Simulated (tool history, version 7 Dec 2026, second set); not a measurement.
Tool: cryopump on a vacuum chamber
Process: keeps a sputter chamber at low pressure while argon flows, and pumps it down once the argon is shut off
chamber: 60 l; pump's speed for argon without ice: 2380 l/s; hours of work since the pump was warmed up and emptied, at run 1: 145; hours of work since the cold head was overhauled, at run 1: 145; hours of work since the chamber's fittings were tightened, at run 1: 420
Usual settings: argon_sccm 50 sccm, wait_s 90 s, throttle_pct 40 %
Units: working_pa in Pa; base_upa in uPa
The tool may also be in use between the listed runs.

run   hour  argon_sccm  wait_s  throttle_pct  hours of work since the pump was warmed up and emptied  hours of work since the cold head was overhauled  hours of work since the chamber's fittings were tightened  working_pa  base_upa
  1    0.0          50      90            40                                                     145                                               145                                                        420      0.0903      1.10
  2   25.0          50     106            40                                                     163                                               163                                                        438      0.0900      0.99
  3   63.1          50      27            40                                                     192                                               192                                                        467      0.0904      2.26
  4   81.8          50      27            40                                                     206                                               206                                                        481      0.0908      2.35
  5  112.7          50      27            40                                                     229                                               229                                                        504      0.0914      2.29
  6  136.4          21      90            40                                                     247                                               247                                                        522      0.0385      1.22
  7  181.5          21      90            40                                                     281                                               281                                                        556      0.0386      1.24
  8  218.2          59      90            40                                                     309                                               309                                                        584      0.1083      1.28
  9  260.4          59      90            40                                                     341                                               341                                                        615      0.1083      1.33
 10  300.6          50      90            40                                                     371                                               371                                                        646      0.0917      1.35
 11  345.8          40      90            40                                                     405                                               405                                                        680      0.0739      1.44
 12  378.1          40      90            40                                                     429                                               429                                                        704      0.0739      1.43
 13  402.6          40      90            40                                                     447                                               447                                                        722      0.0741      1.46
 14  442.2          66      90            40                                                     477                                               477                                                        752      0.1236      1.48
 15  486.9          50      24            45                                                     511                                               511                                                        786      0.0831      2.81
 16  523.6          50      24            45                                                     539                                               539                                                        813      0.0847      2.84
 17  565.2          29      40            23                                                     570                                               570                                                        845      0.0927      2.22
 18  591.9          97      90            56                                                     590                                               590                                                        865      0.1330      1.66
 19  625.5          97      90            56                                                     615                                               615                                                        890      0.1348      1.70
 20  662.7          82      28            30                                                     643                                               643                                                        918      0.2038      2.91
 21  683.8          82      28            30                                                     659                                               659                                                        934      0.2045      2.87
 22  710.7          25      90            41                                                     679                                               679                                                        954      0.0460      1.76
 23  736.7          50     196            48                                                     699                                               699                                                        974      0.0803      1.56
 24  759.2          50     196            48                                                     716                                               716                                                        991      0.0814      1.53
 25  788.4          38      90            49                                                     738                                               738                                                       1013      0.0600      1.93
 26  810.1          38      90            49                                                     754                                               754                                                       1029      0.0596      1.85

The same runs without the tool's hidden state, with the same run-to-run variation:
The hidden state here: pump's speed, % of a pump's without ice; cold plate's temperature, K; leak into the chamber, uPa l/s; drift of the gauge itself on working_pa, %; drift of the gauge itself on base_upa, %.
run  working_pa  base_upa
  1      0.0887      0.62
  2      0.0883      0.50
  3      0.0884      1.74
  4      0.0887      1.81
  5      0.0891      1.73
  6      0.0375      0.63
  7      0.0375      0.61
  8      0.1049      0.62
  9      0.1046      0.63
 10      0.0883      0.61
 11      0.0709      0.65
 12      0.0708      0.62
 13      0.0708      0.63
 14      0.1179      0.61
 15      0.0785      1.91
 16      0.0798      1.90
 17      0.0897      1.24
 18      0.1226      0.66
 19      0.1238      0.64
 20      0.1942      1.78
 21      0.1945      1.73
 22      0.0429      0.60
 23      0.0739      0.39
 24      0.0748      0.34
 25      0.0549      0.69
 26      0.0543      0.63
